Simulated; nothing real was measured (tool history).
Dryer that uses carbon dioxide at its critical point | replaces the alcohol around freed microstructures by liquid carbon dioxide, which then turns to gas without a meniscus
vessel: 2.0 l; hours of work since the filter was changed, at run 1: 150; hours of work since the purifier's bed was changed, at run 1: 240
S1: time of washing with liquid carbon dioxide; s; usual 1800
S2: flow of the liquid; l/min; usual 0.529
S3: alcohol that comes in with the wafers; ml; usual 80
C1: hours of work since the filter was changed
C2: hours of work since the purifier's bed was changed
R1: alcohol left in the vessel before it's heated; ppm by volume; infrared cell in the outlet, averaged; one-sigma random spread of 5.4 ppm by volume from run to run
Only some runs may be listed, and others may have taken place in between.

{"run": 1, "hour": 0.0, "S1": 1800, "S2": 0.529, "S3": 80, "C1": 150, "C2": 240, "R1": 210}
{"run": 2, "hour": 16.8, "S1": 1800, "S2": 0.802, "S3": 80, "C1": 158, "C2": 248, "R1": 51}
{"run": 3, "hour": 28.2, "S1": 1800, "S2": 0.529, "S3": 80, "C1": 164, "C2": 254, "R1": 220}
{"run": 4, "hour": 39.8, "S1": 1800, "S2": 0.529, "S3": 80, "C1": 169, "C2": 259, "R1": 222}
{"run": 5, "hour": 49.1, "S1": 1800, "S2": 0.529, "S3": 80, "C1": 174, "C2": 263, "R1": 225}
{"run": 6, "hour": 68.5, "S1": 1800, "S2": 0.529, "S3": 80, "C1": 183, "C2": 273, "R1": 224}
{"run": 7, "hour": 81.4, "S1": 1800, "S2": 0.529, "S3": 21, "C1": 189, "C2": 279, "R1": 72}
{"run": 8, "hour": 95.1, "S1": 1800, "S2": 0.529, "S3": 21, "C1": 195, "C2": 285, "R1": 79}
{"run": 9, "hour": 107.3, "S1": 1800, "S2": 0.344, "S3": 21, "C1": 201, "C2": 291, "R1": 360}
{"run": 10, "hour": 115.4, "S1": 1800, "S2": 0.339, "S3": 21, "C1": 205, "C2": 295, "R1": 387}
{"run": 11, "hour": 127.7, "S1": 1800, "S2": 0.529, "S3": 80, "C1": 211, "C2": 301, "R1": 252}
{"run": 12, "hour": 143.5, "S1": 1800, "S2": 0.529, "S3": 62, "C1": 218, "C2": 308, "R1": 187}
{"run": 13, "hour": 155.0, "S1": 1800, "S2": 0.529, "S3": 62, "C1": 224, "C2": 314, "R1": 212}
{"run": 14, "hour": 173.2, "S1": 1800, "S2": 0.529, "S3": 62, "C1": 232, "C2": 322, "R1": 216}
{"run": 15, "hour": 190.5, "S1": 1800, "S2": 0.529, "S3": 62, "C1": 240, "C2": 330, "R1": 204}
{"hour": 198.3, "done": "inlet filter changed"}
{"run": 16, "hour": 206.4, "S1": 1800, "S2": 0.529, "S3": 53, "C1": 4, "C2": 337, "R1": 106}
{"run": 17, "hour": 220.1, "S1": 1800, "S2": 0.759, "S3": 80, "C1": 10, "C2": 344, "R1": 37}
{"run": 18, "hour": 239.5, "S1": 1800, "S2": 0.398, "S3": 80, "C1": 19, "C2": 353, "R1": 568}
{"run": 19, "hour": 248.2, "S1": 1800, "S2": 0.398, "S3": 80, "C1": 24, "C2": 357, "R1": 557}
{"run": 20, "hour": 264.5, "S1": 1800, "S2": 0.398, "S3": 80, "C1": 31, "C2": 365, "R1": 562}
{"run": 21, "hour": 281.0, "S1": 1800, "S2": 0.398, "S3": 80, "C1": 39, "C2": 373, "R1": 581}
{"run": 22, "hour": 297.5, "S1": 1800, "S2": 0.398, "S3": 80, "C1": 47, "C2": 380, "R1": 606}
{"run": 23, "hour": 305.8, "S1": 1800, "S2": 0.398, "S3": 53, "C1": 51, "C2": 384, "R1": 405}
{"run": 24, "hour": 325.6, "S1": 1800, "S2": 0.398, "S3": 26, "C1": 60, "C2": 394, "R1": 224}
{"run": 25, "hour": 337.4, "S1": 2640, "S2": 0.471, "S3": 26, "C1": 66, "C2": 399, "R1": 49}
{"run": 26, "hour": 346.2, "S1": 2640, "S2": 0.471, "S3": 26, "C1": 70, "C2": 403, "R1": 44}
{"run": 27, "hour": 364.7, "S1": 2640, "S2": 0.471, "S3": 26, "C1": 79, "C2": 412, "R1": 41}
{"run": 28, "hour": 374.3, "S1": 2640, "S2": 0.471, "S3": 26, "C1": 83, "C2": 417, "R1": 44}
{"run": 29, "hour": 385.4, "S1": 1800, "S2": 0.529, "S3": 49, "C1": 88, "C2": 422, "R1": 132}
{"run": 30, "hour": 401.3, "S1": 1800, "S2": 0.529, "S3": 49, "C1": 96, "C2": 429, "R1": 139}
{"run": 31, "hour": 419.3, "S1": 1800, "S2": 0.529, "S3": 49, "C1": 104, "C2": 438, "R1": 134}
{"run": 32, "hour": 438.9, "S1": 1800, "S2": 0.529, "S3": 49, "C1": 114, "C2": 447, "R1": 147}
{"run": 33, "hour": 457.9, "S1": 1800, "S2": 0.529, "S3": 49, "C1": 123, "C2": 456, "R1": 148}
{"run": 34, "hour": 472.5, "S1": 1200, "S2": 0.348, "S3": 105, "C1": 129, "C2": 463, "R1": 4778}
{"run": 35, "hour": 487.1, "S1": 1380, "S2": 0.528, "S3": 80, "C1": 136, "C2": 470, "R1": 670}
{"run": 36, "hour": 503.9, "S1": 1800, "S2": 0.625, "S3": 33, "C1": 144, "C2": 478, "R1": 69}
{"run": 37, "hour": 516.4, "S1": 2100, "S2": 0.529, "S3": 24, "C1": 150, "C2": 484, "R1": 70}
{"run": 38, "hour": 534.0, "S1": 2100, "S2": 0.364, "S3": 24, "C1": 158, "C2": 492, "R1": 203}
{"run": 39, "hour": 546.9, "S1": 2100, "S2": 0.776, "S3": 24, "C1": 165, "C2": 498, "R1": 45}
{"run": 40, "hour": 564.7, "S1": 2100, "S2": 0.776, "S3": 24, "C1": 173, "C2": 506, "R1": 44}
{"run": 41, "hour": 577.5, "S1": 1800, "S2": 0.751, "S3": 34, "C1": 179, "C2": 512, "R1": 48}
{"run": 42, "hour": 594.9, "S1": 2160, "S2": 0.498, "S3": 102, "C1": 187, "C2": 521, "R1": 166}
{"run": 43, "hour": 605.9, "S1": 2160, "S2": 0.801, "S3": 61, "C1": 192, "C2": 526, "R1": 51}
{"run": 44, "hour": 616.4, "S1": 2160, "S2": 0.801, "S3": 61, "C1": 197, "C2": 531, "R1": 39}
{"run": 45, "hour": 626.0, "S1": 1140, "S2": 0.445, "S3": 60, "C1": 202, "C2": 535, "R1": 1840}
{"run": 46, "hour": 640.7, "S1": 1140, "S2": 0.445, "S3": 60, "C1": 209, "C2": 542, "R1": 1899}
{"run": 47, "hour": 652.9, "S1": 1440, "S2": 0.46, "S3": 55, "C1": 215, "C2": 548, "R1": 762}

Alternative continuations, all from the tool just after run 47; predict every row:
{"run": "A", "hour": 668.0, "S1": 2520, "S2": 0.392, "S3": 80, "C1": 222, "C2": 555, "R1": "?"}
{"run": "B", "hour": 668.0, "S1": 1200, "S2": 0.371, "S3": 46, "C1": 222, "C2": 555, "R1": "?"}
{"run": "C", "hour": 668.0, "S1": 1800, "S2": 0.529, "S3": 70, "C1": 222, "C2": 555, "R1": "?"}

run=A R1=223
run=B R1=1971
run=C R1=238
What these runs would have given with no unlogged condition in the tool:
run=A R1=106
run=B R1=1481
run=C R1=114
